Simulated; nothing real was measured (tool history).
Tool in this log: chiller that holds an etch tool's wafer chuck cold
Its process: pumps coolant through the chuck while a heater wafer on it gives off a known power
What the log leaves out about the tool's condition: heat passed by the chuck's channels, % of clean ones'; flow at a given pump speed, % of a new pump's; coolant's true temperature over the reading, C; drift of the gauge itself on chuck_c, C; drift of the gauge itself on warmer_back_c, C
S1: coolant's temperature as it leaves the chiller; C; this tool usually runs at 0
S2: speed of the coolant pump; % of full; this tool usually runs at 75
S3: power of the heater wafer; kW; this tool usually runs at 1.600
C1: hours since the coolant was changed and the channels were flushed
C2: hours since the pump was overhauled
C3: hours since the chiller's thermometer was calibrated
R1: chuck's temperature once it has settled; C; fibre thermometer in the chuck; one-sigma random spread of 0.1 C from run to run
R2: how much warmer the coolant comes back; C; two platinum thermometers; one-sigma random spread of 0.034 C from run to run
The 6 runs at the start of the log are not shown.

run     day   S1  S2     S3    C1    C2    C3    R1    R2
  7  10.154   -6  75  1.600   244  2005  2234   7.2  5.47
  8  11.200   -6  75  1.600   269  2030  2259   7.1  5.48
  9  13.058   -6  75  1.600   313  2075  2304   7.0  5.52
 10  14.492    0  75  1.286   348  2109  2338  10.6  4.44
 11  15.817    0  75  1.286   380  2141  2370  10.6  4.38
 12  17.504    0  75  1.992   420  2181  2410  16.2  6.80
 13  18.850    0  75  1.992   452  2214  2443  16.3  6.77
 14  21.250    0  75  1.103   510  2271  2500   9.0  3.74
 15  23.075    5  75  1.103   554  2315  2544  13.8  3.76
 16  24.396    5  75  1.103   585  2347  2576  14.0  3.80
 17  26.575    0  96  1.066   638  2399  2628   7.0  2.79
 18  27.562    1  63  2.313   662  2423  2652  22.9  9.63
 19  28.892    4  80  0.837   693  2455  2684  10.4  2.61
 20  30.571    4  80  0.837   734  2495  2724  10.4  2.67
 21  31.975    4  80  0.837   767  2529  2758  10.5  2.66
 22  34.038   -6  63  1.507   817  2578  2807   8.5  6.27
 23  36.342    0  98  1.600   872  2634  2863  10.1  4.07
 24  37.600    6  75  2.394   902  2664  2893  25.5  8.25
 25  39.558    7  75  1.067   949  2711  2940  15.7  3.67
 26  41.596    0  75  1.102   998  2760  2989   9.0  3.84
 27  43.433    0  69  2.228  1042  2804  3033  19.6  8.37
 28  44.833    0  69  2.228  1076  2837  3066  19.5  8.32
 29  46.625    0  93  2.228  1119  2880  3109  14.9  6.03
 30  48.008   -8  87  0.827  1152  2914  3143  -1.9  2.40
 31  49.696  -10  89  2.118  1193  2954  3183   4.7  6.01

Forecast each of these 5 alternatives for the next run:
  A  52.021   -8  75  1.600  1248  3010  3239   ?   ?
  B  52.021    3  75  1.600  1248  3010  3239   ?   ?
  C  52.021    0  61  1.522  1248  3010  3239   ?   ?
  D  52.021  -10  66  2.118  1248  3010  3239   ?   ?
  E  52.021   -3  82  1.600  1248  3010  3239   ?   ?

run    R1    R2
  A   5.0  5.56
  B  16.0  5.57
  C  14.9  6.58
  D   9.2  8.35
  E   9.1  5.00
Had the tool no hidden state, the same runs would have come out as:
run    R1    R2
  A   5.0  5.56
  B  16.0  5.57
  C  14.9  6.57
  D   9.2  8.34
  E   9.1  5.00

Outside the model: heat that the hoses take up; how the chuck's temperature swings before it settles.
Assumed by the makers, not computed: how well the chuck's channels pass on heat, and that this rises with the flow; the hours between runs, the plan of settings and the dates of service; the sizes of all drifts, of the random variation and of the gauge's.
